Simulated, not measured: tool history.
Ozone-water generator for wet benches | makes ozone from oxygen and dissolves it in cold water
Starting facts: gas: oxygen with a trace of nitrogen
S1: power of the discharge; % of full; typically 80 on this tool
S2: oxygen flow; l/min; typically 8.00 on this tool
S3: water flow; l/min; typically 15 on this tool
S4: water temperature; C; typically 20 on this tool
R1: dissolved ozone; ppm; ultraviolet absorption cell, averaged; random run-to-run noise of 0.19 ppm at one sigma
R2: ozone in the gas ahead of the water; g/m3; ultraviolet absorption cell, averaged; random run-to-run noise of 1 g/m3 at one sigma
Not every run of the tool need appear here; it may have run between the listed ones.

Run 1, hour 0.0: usual settings. Result: R1 24.2 ppm, R2 173.3 g/m3.
Run 2, hour 38.3: usual settings. Result: R1 24.0 ppm, R2 174.4 g/m3.
Run 3, hour 85.5: usual settings. Result: R1 24.2 ppm, R2 172.5 g/m3.
Run 4, hour 143.8: usual settings. Result: R1 24.2 ppm, R2 172.8 g/m3.
Run 5, hour 200.8: usual settings but S4 17 C. Result: R1 25.5 ppm, R2 170.0 g/m3.
Run 6, hour 233.7: usual settings but S4 17 C. Result: R1 25.5 ppm, R2 171.3 g/m3.
Run 7, hour 306.8: usual settings but S4 17 C. Result: R1 25.3 ppm, R2 171.2 g/m3.
Run 8, hour 356.9: usual settings but S3 22 l/min. Result: R1 18.0 ppm, R2 172.7 g/m3.
Run 9, hour 407.8: usual settings but S3 22 l/min. Result: R1 17.9 ppm, R2 170.0 g/m3.
Run 10, hour 463.2: usual settings but S3 22 l/min. Result: R1 17.9 ppm, R2 168.7 g/m3.
Run 11, hour 516.5: usual settings but S1 93 % of full, S2 12.34 l/min, S4 17 C. Result: R1 26.3 ppm, R2 153.1 g/m3.
Run 12, hour 575.6: usual settings but S2 10.22 l/min, S4 21 C. Result: R1 22.1 ppm, R2 148.7 g/m3.
Run 13, hour 624.9: usual settings but S4 13 C. Result: R1 27.3 ppm, R2 169.1 g/m3.
Run 14, hour 680.3: usual settings but S3 12 l/min, S4 23 C. Result: R1 25.4 ppm, R2 170.2 g/m3.
Run 15, hour 746.9: usual settings but S1 50 % of full, S2 13.55 l/min, S3 22 l/min. Result: R1 11.0 ppm, R2 87.1 g/m3.
Run 16, hour 777.7: usual settings but S1 50 % of full, S2 13.55 l/min, S3 22 l/min. Result: R1 11.3 ppm, R2 85.8 g/m3.
Run 17, hour 815.1: usual settings but S1 41 % of full. Result: R1 13.4 ppm, R2 98.5 g/m3.
Run 18, hour 875.5: usual settings but S1 41 % of full. Result: R1 13.6 ppm, R2 97.4 g/m3.
Run 19, hour 905.1: usual settings but S1 81 % of full, S2 12.13 l/min, S3 21 l/min, S4 18 C. Result: R1 17.9 ppm, R2 136.5 g/m3.
Run 20, hour 944.1: usual settings but S1 90 % of full. Result: R1 25.8 ppm, R2 186.8 g/m3.

Forecast each of these 4 alternatives for the next run:
Run A, hour 1010.0: usual settings but S1 74 % of full, S4 27 C. Result: R1 ?, R2 ?.
Run B, hour 1010.0: usual settings but S2 4.77 l/min. Result: R1 ?, R2 ?.
Run C, hour 1010.0: usual settings but S1 86 % of full, S3 12 l/min, S4 24 C. Result: R1 ?, R2 ?.
Run D, hour 1010.0: usual settings but S1 90 % of full, S2 9.36 l/min. Result: R1 ?, R2 ?.

run    R1     R2
  A  18.9  156.6
  B  25.0  224.6
  C  26.5  181.4
  D  25.1  171.8
Stripped of hidden state, with their random variation kept, the same runs would have yielded:
run    R1     R2
  A  21.0  165.9
  B  27.9  238.7
  C  29.5  193.5
  D  28.1  183.5
